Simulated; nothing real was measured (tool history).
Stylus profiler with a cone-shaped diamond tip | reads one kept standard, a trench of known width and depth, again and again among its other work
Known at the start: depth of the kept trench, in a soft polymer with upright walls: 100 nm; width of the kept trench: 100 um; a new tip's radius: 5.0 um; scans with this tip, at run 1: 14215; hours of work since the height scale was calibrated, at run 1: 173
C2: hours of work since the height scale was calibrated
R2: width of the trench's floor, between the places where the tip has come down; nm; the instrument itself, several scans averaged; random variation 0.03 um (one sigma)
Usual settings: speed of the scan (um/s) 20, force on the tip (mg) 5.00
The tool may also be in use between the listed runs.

run 1 hour=0.0 | speed_of_the_scan_(um/s)=20 force_on_the_tip_(mg)=5.00 | scans_with_this_tip=14215 C2=173 | depth_of_the_trench_(Å)=1024.9 R2=97270
run 2 hour=59.5 | speed_of_the_scan_(um/s)=20 force_on_the_tip_(mg)=5.00 | scans_with_this_tip=14527 C2=214 | depth_of_the_trench_(Å)=1024.0 R2=97280
run 3 hour=123.8 | speed_of_the_scan_(um/s)=20 force_on_the_tip_(mg)=5.00 | scans_with_this_tip=14865 C2=260 | depth_of_the_trench_(Å)=1024.4 R2=97240
run 4 hour=160.1 | speed_of_the_scan_(um/s)=20 force_on_the_tip_(mg)=5.00 | scans_with_this_tip=15056 C2=285 | depth_of_the_trench_(Å)=1024.2 R2=97230
run 5 hour=224.0 | speed_of_the_scan_(um/s)=20 force_on_the_tip_(mg)=5.00 | scans_with_this_tip=15391 C2=330 | depth_of_the_trench_(Å)=1024.0 R2=97180
run 6 hour=271.8 | speed_of_the_scan_(um/s)=20 force_on_the_tip_(mg)=5.00 | scans_with_this_tip=15642 C2=364 | depth_of_the_trench_(Å)=1022.8 R2=97140
run 7 hour=302.5 | speed_of_the_scan_(um/s)=20 force_on_the_tip_(mg)=5.00 | scans_with_this_tip=15803 C2=386 | depth_of_the_trench_(Å)=1024.4 R2=97190
run 8 hour=360.8 | speed_of_the_scan_(um/s)=20 force_on_the_tip_(mg)=3.50 | scans_with_this_tip=16109 C2=427 | depth_of_the_trench_(Å)=1017.0 R2=97170
run 9 hour=392.1 | speed_of_the_scan_(um/s)=20 force_on_the_tip_(mg)=4.93 | scans_with_this_tip=16273 C2=449 | depth_of_the_trench_(Å)=1023.8 R2=97090
run 10 hour=458.7 | speed_of_the_scan_(um/s)=20 force_on_the_tip_(mg)=4.93 | scans_with_this_tip=16623 C2=495 | depth_of_the_trench_(Å)=1023.4 R2=97150
run 11 hour=495.4 | speed_of_the_scan_(um/s)=20 force_on_the_tip_(mg)=4.93 | scans_with_this_tip=16815 C2=521 | depth_of_the_trench_(Å)=1022.7 R2=97090
run 12 hour=526.5 | speed_of_the_scan_(um/s)=20 force_on_the_tip_(mg)=5.00 | scans_with_this_tip=16979 C2=543 | depth_of_the_trench_(Å)=1021.8 R2=97140
run 13 hour=556.6 | speed_of_the_scan_(um/s)=20 force_on_the_tip_(mg)=2.47 | scans_with_this_tip=17137 C2=564 | depth_of_the_trench_(Å)=1013.7 R2=97090
run 14 hour=614.0 | speed_of_the_scan_(um/s)=8 force_on_the_tip_(mg)=5.00 | scans_with_this_tip=17438 C2=605 | depth_of_the_trench_(Å)=1022.8 R2=97150
run 15 hour=677.0 | speed_of_the_scan_(um/s)=6 force_on_the_tip_(mg)=5.00 | scans_with_this_tip=17769 C2=649 | depth_of_the_trench_(Å)=1022.4 R2=97140
run 16 hour=735.0 | speed_of_the_scan_(um/s)=6 force_on_the_tip_(mg)=5.00 | scans_with_this_tip=18073 C2=690 | depth_of_the_trench_(Å)=1021.7 R2=97060
run 17 hour=800.1 | speed_of_the_scan_(um/s)=20 force_on_the_tip_(mg)=5.00 | scans_with_this_tip=18414 C2=736 | depth_of_the_trench_(Å)=1020.9 R2=97040
run 18 hour=844.2 | speed_of_the_scan_(um/s)=53 force_on_the_tip_(mg)=3.43 | scans_with_this_tip=18646 C2=767 | depth_of_the_trench_(Å)=1016.1 R2=96970
run 19 hour=873.4 | speed_of_the_scan_(um/s)=68 force_on_the_tip_(mg)=13.18 | scans_with_this_tip=18799 C2=787 | depth_of_the_trench_(Å)=1044.0 R2=97010
run 20 hour=941.4 | speed_of_the_scan_(um/s)=74 force_on_the_tip_(mg)=3.19 | scans_with_this_tip=19156 C2=835 | depth_of_the_trench_(Å)=1015.6 R2=96900
run 21 hour=984.4 | speed_of_the_scan_(um/s)=74 force_on_the_tip_(mg)=3.19 | scans_with_this_tip=19382 C2=866 | depth_of_the_trench_(Å)=1015.0 R2=96910
run 22 hour=1041.3 | speed_of_the_scan_(um/s)=74 force_on_the_tip_(mg)=3.19 | scans_with_this_tip=19681 C2=906 | depth_of_the_trench_(Å)=1014.7 R2=96850
run 23 hour=1108.9 | speed_of_the_scan_(um/s)=74 force_on_the_tip_(mg)=3.19 | scans_with_this_tip=20035 C2=953 | depth_of_the_trench_(Å)=1014.5 R2=96900
-- hour=1114.0 height scale calibrated on a step standard
run 24 hour=1159.6 | speed_of_the_scan_(um/s)=14 force_on_the_tip_(mg)=9.50 | scans_with_this_tip=20299 C2=32 | depth_of_the_trench_(Å)=1033.9 R2=97000
run 25 hour=1188.4 | speed_of_the_scan_(um/s)=32 force_on_the_tip_(mg)=6.09 | scans_with_this_tip=20450 C2=52 | depth_of_the_trench_(Å)=1023.4 R2=96920
run 26 hour=1249.0 | speed_of_the_scan_(um/s)=16 force_on_the_tip_(mg)=5.00 | scans_with_this_tip=20768 C2=95 | depth_of_the_trench_(Å)=1019.0 R2=97020
run 27 hour=1294.8 | speed_of_the_scan_(um/s)=16 force_on_the_tip_(mg)=5.00 | scans_with_this_tip=21009 C2=127 | depth_of_the_trench_(Å)=1018.9 R2=96930
run 28 hour=1352.9 | speed_of_the_scan_(um/s)=74 force_on_the_tip_(mg)=2.13 | scans_with_this_tip=21314 C2=168 | depth_of_the_trench_(Å)=1009.2 R2=96750
run 29 hour=1403.3 | speed_of_the_scan_(um/s)=69 force_on_the_tip_(mg)=14.88 | scans_with_this_tip=21578 C2=204 | depth_of_the_trench_(Å)=1046.0 R2=96870
run 30 hour=1445.2 | speed_of_the_scan_(um/s)=24 force_on_the_tip_(mg)=1.83 | scans_with_this_tip=21798 C2=233 | depth_of_the_trench_(Å)=1006.8 R2=96860
-- hour=1458.6 height scale calibrated on a step standard, once more
run 31 hour=1493.8 | speed_of_the_scan_(um/s)=39 force_on_the_tip_(mg)=7.77 | scans_with_this_tip=22051 C2=25 | depth_of_the_trench_(Å)=1034.0 R2=96900
run 32 hour=1535.5 | speed_of_the_scan_(um/s)=12 force_on_the_tip_(mg)=14.65 | scans_with_this_tip=22269 C2=54 | depth_of_the_trench_(Å)=1051.7 R2=96900
run 33 hour=1582.9 | speed_of_the_scan_(um/s)=17 force_on_the_tip_(mg)=3.58 | scans_with_this_tip=22518 C2=87 | depth_of_the_trench_(Å)=1020.0 R2=96870
run 34 hour=1638.4 | speed_of_the_scan_(um/s)=7 force_on_the_tip_(mg)=4.09 | scans_with_this_tip=22809 C2=127 | depth_of_the_trench_(Å)=1022.0 R2=96850

Forecast each of these 5 alternatives for the next run:
run A hour=1690.5 | speed_of_the_scan_(um/s)=17 force_on_the_tip_(mg)=3.77 | scans_with_this_tip=23083 C2=163 | depth_of_the_trench_(Å)=? R2=?
run B hour=1690.5 | speed_of_the_scan_(um/s)=7 force_on_the_tip_(mg)=2.19 | scans_with_this_tip=23083 C2=163 | depth_of_the_trench_(Å)=? R2=?
run C hour=1690.5 | speed_of_the_scan_(um/s)=7 force_on_the_tip_(mg)=3.46 | scans_with_this_tip=23083 C2=163 | depth_of_the_trench_(Å)=? R2=?
run D hour=1690.5 | speed_of_the_scan_(um/s)=20 force_on_the_tip_(mg)=6.50 | scans_with_this_tip=23083 C2=163 | depth_of_the_trench_(Å)=? R2=?
run E hour=1690.5 | speed_of_the_scan_(um/s)=9 force_on_the_tip_(mg)=5.46 | scans_with_this_tip=23083 C2=163 | depth_of_the_trench_(Å)=? R2=?

run=A depth_of_the_trench_(Å)=1020.0 R2=96870
run=B depth_of_the_trench_(Å)=1013.4 R2=96920
run=C depth_of_the_trench_(Å)=1019.0 R2=96940
run=D depth_of_the_trench_(Å)=1029.0 R2=96850
run=E depth_of_the_trench_(Å)=1026.4 R2=96880
Without the tool's hidden state the same runs would have given:
run=A depth_of_the_trench_(Å)=1020.8 R2=97990
run=B depth_of_the_trench_(Å)=1014.1 R2=98050
run=C depth_of_the_trench_(Å)=1019.8 R2=98060
run=D depth_of_the_trench_(Å)=1029.8 R2=97980
run=E depth_of_the_trench_(Å)=1027.2 R2=98010
